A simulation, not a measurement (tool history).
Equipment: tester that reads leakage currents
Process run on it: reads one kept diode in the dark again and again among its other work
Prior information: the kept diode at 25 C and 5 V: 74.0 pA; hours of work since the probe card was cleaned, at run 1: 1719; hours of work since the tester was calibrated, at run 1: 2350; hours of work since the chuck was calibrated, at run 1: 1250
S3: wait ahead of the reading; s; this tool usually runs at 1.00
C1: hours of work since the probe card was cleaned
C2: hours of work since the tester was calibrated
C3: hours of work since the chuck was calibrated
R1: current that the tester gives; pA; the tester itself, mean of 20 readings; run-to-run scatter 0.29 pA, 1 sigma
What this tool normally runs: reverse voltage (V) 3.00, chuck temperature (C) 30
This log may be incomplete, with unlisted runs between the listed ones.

{"run": 1, "day": 0.0, "reverse voltage (V)": 3.0, "chuck temperature (C)": 30, "S3": 1.0, "C1": 1719, "C2": 2350, "C3": 1250, "R1": 115.93}
{"run": 2, "day": 4.671, "reverse voltage (V)": 3.0, "chuck temperature (C)": 30, "S3": 1.0, "C1": 1802, "C2": 2434, "C3": 1333, "R1": 117.92}
{"day": 8.775, "done": "chuck's temperature calibrated"}
{"run": 3, "day": 8.833, "reverse voltage (V)": 3.0, "chuck temperature (C)": 30, "S3": 1.0, "C1": 1875, "C2": 2507, "C3": 1, "R1": 102.9}
{"run": 4, "day": 13.629, "reverse voltage (V)": 3.0, "chuck temperature (C)": 30, "S3": 1.0, "C1": 1961, "C2": 2593, "C3": 87, "R1": 103.83}
{"run": 5, "day": 17.192, "reverse voltage (V)": 3.0, "chuck temperature (C)": 30, "S3": 1.0, "C1": 2025, "C2": 2656, "C3": 151, "R1": 105.17}
{"run": 6, "day": 22.521, "reverse voltage (V)": 3.0, "chuck temperature (C)": 30, "S3": 1.0, "C1": 2120, "C2": 2752, "C3": 246, "R1": 106.91}
{"day": 22.971, "done": "tester calibrated"}
{"run": 7, "day": 27.6, "reverse voltage (V)": 3.0, "chuck temperature (C)": 30, "S3": 0.75, "C1": 2210, "C2": 83, "C3": 335, "R1": 109.19}
{"run": 8, "day": 31.562, "reverse voltage (V)": 3.0, "chuck temperature (C)": 30, "S3": 0.75, "C1": 2281, "C2": 154, "C3": 406, "R1": 110.68}
{"run": 9, "day": 36.454, "reverse voltage (V)": 1.6, "chuck temperature (C)": 34, "S3": 6.96, "C1": 2368, "C2": 241, "C3": 494, "R1": 121.84}
{"run": 10, "day": 41.392, "reverse voltage (V)": 1.5, "chuck temperature (C)": 56, "S3": 6.5, "C1": 2456, "C2": 330, "C3": 582, "R1": 671.77}
{"run": 11, "day": 44.346, "reverse voltage (V)": 3.0, "chuck temperature (C)": 39, "S3": 0.42, "C1": 2509, "C2": 382, "C3": 635, "R1": 237.91}
{"run": 12, "day": 49.629, "reverse voltage (V)": 4.97, "chuck temperature (C)": 44, "S3": 0.57, "C1": 2604, "C2": 477, "C3": 729, "R1": 435.78}
{"day": 51.517, "done": "tester calibrated, once more"}
{"run": 13, "day": 53.142, "reverse voltage (V)": 4.97, "chuck temperature (C)": 44, "S3": 0.57, "C1": 2665, "C2": 29, "C3": 791, "R1": 417.75}
{"run": 14, "day": 55.7, "reverse voltage (V)": 4.97, "chuck temperature (C)": 44, "S3": 0.57, "C1": 2711, "C2": 75, "C3": 837, "R1": 420.66}

A few steps of R1 between consecutive runs. Split each: what settings, incoming material and random variation would produce without the hidden state, and what is left over for the hidden state, along with gauge scatter present in only one of the two compared results (measured, and without hidden state):
Hidden conditions of the tool in this case: stray current of the dirty probe card, pA a volt; current scale over the true one, %; true chuck temperature over the reading, C; drift of the gauge itself on leakage_pa, %.
Run 9 -> 10: reverse voltage (V) 1.60 -> 1.50, chuck temperature (C) 34 -> 56, S3 6.96 -> 6.50. R1 +549.93 pA: hidden state +58.14, all else +491.79.
